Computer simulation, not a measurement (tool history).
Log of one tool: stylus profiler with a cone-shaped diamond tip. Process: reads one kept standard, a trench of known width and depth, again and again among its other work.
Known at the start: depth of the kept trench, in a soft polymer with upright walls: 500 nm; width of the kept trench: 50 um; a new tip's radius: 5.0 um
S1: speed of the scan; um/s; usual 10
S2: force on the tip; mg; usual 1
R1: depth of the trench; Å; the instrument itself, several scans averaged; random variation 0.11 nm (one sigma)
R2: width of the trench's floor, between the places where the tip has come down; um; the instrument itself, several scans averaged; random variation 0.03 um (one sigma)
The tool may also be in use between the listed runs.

run     day  S1    S2      R1     R2
  1       0  10     1  5021.6  42.65
  2    1.15  10     1  5018.7  42.65
  3   2.621  10     1  5024.2  42.61
  4   4.275  10     1  5022.2  42.57
  5   5.971  10     1  5022.5  42.56
  6   7.921   6     1  5019.5  42.55
  7   9.988  10     1  5023.7  42.43
  8  11.775  10  2.93  5041.9  42.38
  9  12.921  19     1    5024  42.28
 10  15.492  35     1  5024.3  42.06
 11  17.071  35     1  5022.9  42.02
 12  19.708  10  0.98  5024.4  42.26
 13  22.229  10  0.98  5022.7  42.17
 14  24.458   4     1  5024.6  42.18
 15  26.562   4     1  5023.7  42.15
 16  28.762   4     1  5023.5  42.06
 17  31.142   4     1  5025.2  42.01
 18  33.133   4     1  5024.9  42.05
 19  35.075  10     1  5024.8  41.91
 20  37.567  10     1  5027.5  41.81
 21  39.658  10     1    5026  41.82
 22  41.508  10     1  5027.1   41.8
 23  43.212  10  0.42  5018.1  41.65
 24  45.142  13  0.97  5026.3  41.69
 25  47.625   4  2.77  5045.7  41.66
 26  49.392   4   1.3  5031.9  41.66
     49.708  -- new tip fitted, height scale calibrated
 27  52.008  20  2.64    5034  45.43
 28  54.658   9  0.34  5010.7  45.31
 29   57.25   4  0.51    5013  45.23
 30  58.788   6  2.83  5040.2  45.24
 31    60.1  28  0.41  5012.6  44.85
 32  62.638  17   0.4  5013.7  44.89
 33  64.621  17  0.99  5022.1  44.88
 34   66.55  32  2.81  5040.9  44.89
 35  67.962  32  2.81  5040.5  44.78
 36  70.192  12  1.13  5022.2  44.78
 37  71.488  12  1.13  5024.1  44.71
 38  73.038  12  1.13  5024.5  44.68
 39  75.646   9  1.13  5024.7  44.61
 40  77.346  11  0.47    5020  44.57
 41  78.467  24  0.42  5015.2  44.26
 42  80.975  30     1  5022.7  44.28
 43  82.438   6     1  5025.1  44.42
 44  83.992   6     1  5024.2  44.33
 45  85.871   6     1  5026.1  44.31
 46    87.4   6     1  5025.5  44.24

The same runs without the tool's hidden state, with the same run-to-run variation:
The hidden state here: radius of the tip, um; height scale over the true one, %; drift of the gauge itself on depth_nm, %; drift of the gauge itself on floor_um, %.
run      R1     R2
  1  5019.1  45.52
  2  5016.1  45.56
  3  5021.3  45.55
  4    5019  45.55
  5  5019.1  45.58
  6  5015.9  45.62
  7  5019.8  45.54
  8  5037.7  45.54
  9  5019.7  45.46
 10  5019.7   45.3
 11    5018   45.3
 12  5019.2  45.59
 13  5017.1  45.56
 14  5018.7  45.61
 15  5017.4  45.63
 16    5017  45.59
 17  5018.3  45.59
 18  5017.7  45.67
 19  5017.3  45.58
 20  5019.7  45.53
 21  5017.9  45.59
 22  5018.8  45.61
 23  5009.5  45.48
 24  5017.5  45.57
 25  5036.5  45.59
 26  5022.4  45.62
 27  5031.9  45.54
 28  5008.2  45.51
 29  5010.2  45.54
 30  5037.2   45.6
 31  5009.4  45.25
 32  5010.2   45.4
 33  5018.3  45.46
 34  5036.8  45.54
 35  5036.2  45.48
 36  5017.6  45.54
 37  5019.3  45.52
 38  5019.4  45.54
 39  5019.3  45.55
 40  5014.3  45.56
 41  5009.4  45.29
 42  5016.5  45.39
 43  5018.8  45.58
 44  5017.7  45.54
 45  5019.2  45.57
 46  5018.5  45.56

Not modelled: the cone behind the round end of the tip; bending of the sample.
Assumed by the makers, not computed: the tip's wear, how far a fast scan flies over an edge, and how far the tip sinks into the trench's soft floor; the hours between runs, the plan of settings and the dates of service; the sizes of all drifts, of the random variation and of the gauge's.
